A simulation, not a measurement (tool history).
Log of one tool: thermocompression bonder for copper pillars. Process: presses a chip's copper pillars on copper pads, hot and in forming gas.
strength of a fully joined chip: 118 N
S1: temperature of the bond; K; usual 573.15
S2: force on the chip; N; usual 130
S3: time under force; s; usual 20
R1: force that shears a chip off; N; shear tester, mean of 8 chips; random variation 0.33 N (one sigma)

{"run": 1, "day": 0.0, "S1": 573.15, "S2": 130, "S3": 20, "R1": 74}
{"run": 2, "day": 0.471, "S1": 573.15, "S2": 130, "S3": 20, "R1": 74.7}
{"run": 3, "day": 0.783, "S1": 573.15, "S2": 130, "S3": 20, "R1": 74.7}
{"run": 4, "day": 1.079, "S1": 573.15, "S2": 130, "S3": 27, "R1": 81}
{"run": 5, "day": 1.412, "S1": 573.15, "S2": 130, "S3": 20, "R1": 73.9}
{"run": 6, "day": 1.938, "S1": 573.15, "S2": 130, "S3": 20, "R1": 74}
{"run": 7, "day": 2.283, "S1": 573.15, "S2": 130, "S3": 20, "R1": 74.4}
{"run": 8, "day": 2.588, "S1": 573.15, "S2": 130, "S3": 55, "R1": 94.3}
{"run": 9, "day": 2.979, "S1": 573.15, "S2": 130, "S3": 55, "R1": 93.8}
{"run": 10, "day": 3.225, "S1": 573.15, "S2": 130, "S3": 55, "R1": 94.5}
{"run": 11, "day": 3.575, "S1": 547.15, "S2": 130, "S3": 20, "R1": 53.7}
{"day": 3.729, "done": "forming gas filter changed"}
{"run": 12, "day": 4.142, "S1": 547.15, "S2": 130, "S3": 20, "R1": 56}
{"day": 4.242, "done": "force cell calibrated"}
{"run": 13, "day": 4.588, "S1": 547.15, "S2": 130, "S3": 20, "R1": 56}
{"run": 14, "day": 4.858, "S1": 547.15, "S2": 130, "S3": 20, "R1": 56.1}
{"run": 15, "day": 5.192, "S1": 573.15, "S2": 188, "S3": 20, "R1": 95.6}
{"run": 16, "day": 5.433, "S1": 594.15, "S2": 130, "S3": 12, "R1": 82.1}
{"run": 17, "day": 5.879, "S1": 598.15, "S2": 130, "S3": 20, "R1": 95.2}
{"run": 18, "day": 6.267, "S1": 573.15, "S2": 158, "S3": 53, "R1": 105}

The next listed run, before its measurement:
{"run": 19, "day": 6.562, "S1": 569.15, "S2": 81, "S3": 15, "R1": "?"}

R1: 43.8 N
Without the tool's hidden state the same run would have given R1 37.5 N.
